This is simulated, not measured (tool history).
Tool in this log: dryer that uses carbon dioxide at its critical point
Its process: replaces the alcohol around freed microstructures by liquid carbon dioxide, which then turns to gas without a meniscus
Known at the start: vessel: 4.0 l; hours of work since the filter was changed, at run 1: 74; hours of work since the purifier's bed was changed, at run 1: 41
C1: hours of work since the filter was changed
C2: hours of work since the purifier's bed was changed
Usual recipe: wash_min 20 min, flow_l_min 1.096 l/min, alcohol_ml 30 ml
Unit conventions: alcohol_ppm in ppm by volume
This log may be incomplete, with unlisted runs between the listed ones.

Run 1, hour 0: usual settings; C1 74; C2 41. Result: alcohol_ppm 55 ppm by volume.
Run 2, hour 28.8: usual settings; C1 83; C2 50. Result: alcohol_ppm 58 ppm by volume.
Run 3, hour 44.7: usual settings; C1 88; C2 55. Result: alcohol_ppm 59 ppm by volume.
Run 4, hour 63: usual settings; C1 94; C2 61. Result: alcohol_ppm 62 ppm by volume.
Run 5, hour 81.8: usual settings; C1 100; C2 67. Result: alcohol_ppm 63 ppm by volume.
Run 6, hour 106.9: usual settings; C1 108; C2 75. Result: alcohol_ppm 64 ppm by volume.
Run 7, hour 140.5: usual settings; C1 118; C2 86. Result: alcohol_ppm 66 ppm by volume.
Run 8, hour 166.8: usual settings; C1 127; C2 94. Result: alcohol_ppm 69 ppm by volume.
Run 9, hour 204.4: usual settings but flow_l_min 0.75 l/min; C1 139; C2 106. Result: alcohol_ppm 302 ppm by volume.
Run 10, hour 229.4: usual settings; C1 147; C2 114. Result: alcohol_ppm 75 ppm by volume.
Run 11, hour 262.5: usual settings but flow_l_min 0.7 l/min; C1 157; C2 125. Result: alcohol_ppm 391 ppm by volume.
Run 12, hour 281.5: usual settings but flow_l_min 0.7 l/min; C1 163; C2 131. Result: alcohol_ppm 394 ppm by volume.
Run 13, hour 299.2: usual settings; C1 169; C2 136. Result: alcohol_ppm 76 ppm by volume.
Run 14, hour 329.2: usual settings; C1 178; C2 146. Result: alcohol_ppm 79 ppm by volume.
At hour 351.9: inlet filter changed.
Run 15, hour 362.6: usual settings; C1 3; C2 156. Result: alcohol_ppm 55 ppm by volume.
Run 16, hour 385.8: usual settings; C1 11; C2 164. Result: alcohol_ppm 54 ppm by volume.
Run 17, hour 411: usual settings but wash_min 16 min, flow_l_min 1.45 l/min, alcohol_ml 53 ml; C1 19; C2 172. Result: alcohol_ppm 54 ppm by volume.
Run 18, hour 439.6: usual settings but wash_min 16 min, flow_l_min 1.45 l/min, alcohol_ml 53 ml; C1 28; C2 181. Result: alcohol_ppm 62 ppm by volume.
Run 19, hour 462.8: usual settings but flow_l_min 1.22 l/min; C1 35; C2 188. Result: alcohol_ppm 36 ppm by volume.
Run 20, hour 500.8: usual settings but wash_min 27 min, flow_l_min 1.22 l/min; C1 47; C2 200. Result: alcohol_ppm 13 ppm by volume.
Run 21, hour 517.7: usual settings but wash_min 21 min, flow_l_min 1.04 l/min, alcohol_ml 23 ml; C1 53; C2 205. Result: alcohol_ppm 55 ppm by volume.
Run 22, hour 551.8: usual settings but wash_min 21 min, flow_l_min 1.04 l/min, alcohol_ml 23 ml; C1 64; C2 216. Result: alcohol_ppm 53 ppm by volume.
Run 23, hour 584.9: usual settings but wash_min 21 min, flow_l_min 1.04 l/min, alcohol_ml 23 ml; C1 74; C2 227. Result: alcohol_ppm 50 ppm by volume.
Run 24, hour 619: usual settings but wash_min 21 min, flow_l_min 1.04 l/min, alcohol_ml 23 ml; C1 85; C2 238. Result: alcohol_ppm 58 ppm by volume.
Run 25, hour 647.1: usual settings but wash_min 12 min, flow_l_min 0.77 l/min, alcohol_ml 45 ml; C1 94; C2 247. Result: alcohol_ppm 1483 ppm by volume.
Run 26, hour 675.2: usual settings but wash_min 12 min, flow_l_min 0.77 l/min, alcohol_ml 45 ml; C1 103; C2 256. Result: alcohol_ppm 1481 ppm by volume.
Run 27, hour 696.8: usual settings but wash_min 12 min, flow_l_min 0.77 l/min, alcohol_ml 45 ml; C1 110; C2 262. Result: alcohol_ppm 1484 ppm by volume.
Run 28, hour 717.1: usual settings but flow_l_min 0.82 l/min; C1 116; C2 269. Result: alcohol_ppm 213 ppm by volume.
Run 29, hour 753.6: usual settings but flow_l_min 0.82 l/min; C1 128; C2 281. Result: alcohol_ppm 226 ppm by volume.

Below are 3 alternative next runs, each starting from the tool's condition after run 29. Predict each:
Run A, hour 785.7: usual settings but wash_min 17 min, flow_l_min 0.8 l/min, alcohol_ml 28 ml; C1 138; C2 291. Result: alcohol_ppm ?.
Run B, hour 785.7: usual settings but wash_min 21 min; C1 138; C2 291. Result: alcohol_ppm ?.
Run C, hour 785.7: usual settings but flow_l_min 0.71 l/min, alcohol_ml 62 ml; C1 138; C2 291. Result: alcohol_ppm ?.

run  alcohol_ppm
  A          382
  B           58
  C          747
The same runs, with their run-to-run variation unchanged, on a tool lacking any hidden condition would have given:
run  alcohol_ppm
  A          296
  B           33
  C          581
